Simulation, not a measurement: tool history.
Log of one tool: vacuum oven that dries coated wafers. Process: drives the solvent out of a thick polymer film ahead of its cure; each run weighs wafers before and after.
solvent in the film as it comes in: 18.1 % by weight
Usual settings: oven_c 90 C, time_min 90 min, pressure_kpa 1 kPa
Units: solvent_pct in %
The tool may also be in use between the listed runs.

run   hour  oven_c  time_min  pressure_kpa  solvent_pct
  1      0      90        90             1         1.78
  2    8.8      90        90             1         1.73
  3   23.3      90        90             1         1.81
  4   31.2      90        90             1         1.82
  5   39.1      90        90             1         1.74
  6   57.3      90        90             1         1.72
  7   65.6      90        90             1         1.78
  8   83.6      90        90             1         1.75
  9   98.8      90        90             1          1.8
 10  114.2      90        90             1         1.77
 11  126.9      90        90          0.75          1.5
 12  142.8      90       139             1         0.95
 13  150.9      90       139             1         1.03
 14  160.6      84        62          1.95          5.8
 15  173.6      84        62          2.01         5.91
 16  183.5      98        52          0.67         1.41
 17  193.4     102        89             1          0.5
 18  203.3      90       156             1         0.88
 19  220.6      90        94          3.58         3.45
 20  238.1      98       126             1         0.56
 21  247.2      98       126             1         0.57

Forecast each of these 4 alternatives for the next run:
  A  257.7      92        94          1.41            ?
  B  257.7      98        61             1            ?
  C  257.7      90       149             1            ?
  D  257.7      75       126             1            ?

run  solvent_pct
  A         1.56
  B         1.19
  C         0.91
  D         5.17
Without the tool's hidden state the same runs would have given:
run  solvent_pct
  A         1.55
  B         1.18
  C          0.9
  D         5.16

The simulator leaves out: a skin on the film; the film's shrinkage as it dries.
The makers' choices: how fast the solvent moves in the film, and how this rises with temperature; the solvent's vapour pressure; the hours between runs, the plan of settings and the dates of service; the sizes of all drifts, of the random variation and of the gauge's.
